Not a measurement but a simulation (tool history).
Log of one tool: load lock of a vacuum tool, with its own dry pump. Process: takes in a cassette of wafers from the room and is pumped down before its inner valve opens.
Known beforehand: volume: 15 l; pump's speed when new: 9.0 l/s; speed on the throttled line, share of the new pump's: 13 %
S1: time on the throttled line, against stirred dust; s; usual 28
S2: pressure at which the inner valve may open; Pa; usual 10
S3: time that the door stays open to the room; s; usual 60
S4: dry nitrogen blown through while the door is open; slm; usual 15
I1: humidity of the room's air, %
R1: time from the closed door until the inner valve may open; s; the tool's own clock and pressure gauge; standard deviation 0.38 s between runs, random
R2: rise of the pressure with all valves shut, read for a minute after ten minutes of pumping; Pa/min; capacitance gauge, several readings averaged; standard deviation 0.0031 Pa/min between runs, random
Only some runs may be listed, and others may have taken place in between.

Run 1, hour 0: usual settings; I1 45.2. Result: R1 40.2 s, R2 0.061 Pa/min.
Run 2, hour 65.7: usual settings; I1 45.9. Result: R1 40.1 s, R2 0.066 Pa/min.
Run 3, hour 158.1: usual settings; I1 44.2. Result: R1 40 s, R2 0.061 Pa/min.
Run 4, hour 220.2: usual settings but S1 14 s; I1 41.2. Result: R1 27.8 s, R2 0.058 Pa/min.
Run 5, hour 317.5: usual settings but S1 14 s; I1 40.8. Result: R1 27.7 s, R2 0.059 Pa/min.
Run 6, hour 433: usual settings but S4 38 slm; I1 41.1. Result: R1 40.1 s, R2 0.042 Pa/min.
Run 7, hour 540.9: usual settings but S4 6 slm; I1 45.3. Result: R1 39.5 s, R2 0.088 Pa/min.
Run 8, hour 670: usual settings but S4 6 slm; I1 45.5. Result: R1 40.2 s, R2 0.083 Pa/min.
Run 9, hour 746: usual settings but S4 6 slm; I1 47.5. Result: R1 39.9 s, R2 0.085 Pa/min.
Run 10, hour 873: usual settings but S4 6 slm; I1 45.9. Result: R1 40.3 s, R2 0.085 Pa/min.
Run 11, hour 955.1: usual settings; I1 44.8. Result: R1 39.6 s, R2 0.07 Pa/min.
Run 12, hour 1076.8: usual settings but S1 14 s; I1 44. Result: R1 28 s, R2 0.062 Pa/min.
Run 13, hour 1128.6: usual settings but S3 227 s; I1 45.4. Result: R1 40.1 s, R2 0.135 Pa/min.
Run 14, hour 1205.7: usual settings but S3 227 s; I1 44.2. Result: R1 40.3 s, R2 0.126 Pa/min.
Run 15, hour 1279.1: usual settings; I1 44.4. Result: R1 39.5 s, R2 0.064 Pa/min.
Run 16, hour 1335.4: usual settings; I1 45.1. Result: R1 39.7 s, R2 0.062 Pa/min.
Run 17, hour 1455.4: usual settings; I1 44.5. Result: R1 40.6 s, R2 0.069 Pa/min.
Run 18, hour 1516.1: usual settings; I1 44.5. Result: R1 40.2 s, R2 0.056 Pa/min.
Run 19, hour 1627.9: usual settings but S2 8 Pa, S3 47 s; I1 44.5. Result: R1 40.2 s, R2 0.054 Pa/min.
Run 20, hour 1752.7: usual settings but S2 8 Pa, S3 47 s; I1 44.8. Result: R1 39.9 s, R2 0.049 Pa/min.
Run 21, hour 1840: usual settings but S2 8 Pa, S3 47 s; I1 47.2. Result: R1 39.9 s, R2 0.06 Pa/min.
Run 22, hour 1899.8: usual settings but S1 40 s, S2 12 Pa, S4 43 slm; I1 43.3. Result: R1 49.9 s, R2 0.038 Pa/min.
Run 23, hour 1955.4: usual settings; I1 45.8. Result: R1 39.5 s, R2 0.064 Pa/min.
Run 24, hour 2051: usual settings but S4 44 slm; I1 46.3. Result: R1 39.2 s, R2 0.039 Pa/min.
Run 25, hour 2151.1: usual settings but S3 54 s; I1 45.4. Result: R1 39.9 s, R2 0.061 Pa/min.
Run 26, hour 2232.8: usual settings but S1 17 s, S2 14 Pa, S3 121 s, S4 31 slm; I1 47.3. Result: R1 29.7 s, R2 0.067 Pa/min.
Run 27, hour 2344.3: usual settings but S1 37 s; I1 43.9. Result: R1 47.8 s, R2 0.06 Pa/min.
Run 28, hour 2400.7: usual settings but S4 10 slm; I1 47.3. Result: R1 39.9 s, R2 0.073 Pa/min.
Run 29, hour 2497.9: usual settings but S4 20 slm; I1 45.3. Result: R1 39.6 s, R2 0.054 Pa/min.
Run 30, hour 2566.8: usual settings but S4 20 slm; I1 44.4. Result: R1 39.9 s, R2 0.059 Pa/min.
Run 31, hour 2656.6: usual settings but S4 20 slm; I1 44.8. Result: R1 39.6 s, R2 0.053 Pa/min.
Run 32, hour 2778.9: usual settings but S1 42 s, S4 20 slm; I1 44.5. Result: R1 51.5 s, R2 0.05 Pa/min.
Run 33, hour 2870: usual settings but S1 15 s, S4 30 slm; I1 47.9. Result: R1 28.9 s, R2 0.047 Pa/min.
Run 34, hour 2940: usual settings but S1 37 s, S2 15 Pa; I1 43.2. Result: R1 47.3 s, R2 0.063 Pa/min.
Run 35, hour 3062.7: usual settings but S1 33 s; I1 46.9. Result: R1 44.2 s, R2 0.068 Pa/min.
Run 36, hour 3159.3: usual settings but S1 33 s; I1 44. Result: R1 43.6 s, R2 0.06 Pa/min.

What if the next run were any one of these 4? Each begins from the tool's condition after run 36:
Run A, hour 3255: usual settings but S1 33 s, S2 12 Pa; I1 43.2. Result: R1 ?, R2 ?.
Run B, hour 3255: usual settings but S1 55 s; I1 42.6. Result: R1 ?, R2 ?.
Run C, hour 3255: usual settings but S1 15 s, S3 122 s, S4 5 slm; I1 43.8. Result: R1 ?, R2 ?.
Run D, hour 3255: usual settings but S1 36 s, S3 27 s; I1 47.8. Result: R1 ?, R2 ?.

run    R1     R2
  A  42.6  0.058
  B  63.9  0.061
  C  28.8  0.127
  D  47.4  0.042
Had the tool no hidden state, the same runs would have come out as:
run    R1     R2
  A  42.6  0.058
  B  63.9  0.061
  C  28.8  0.127
  D  47.4  0.042
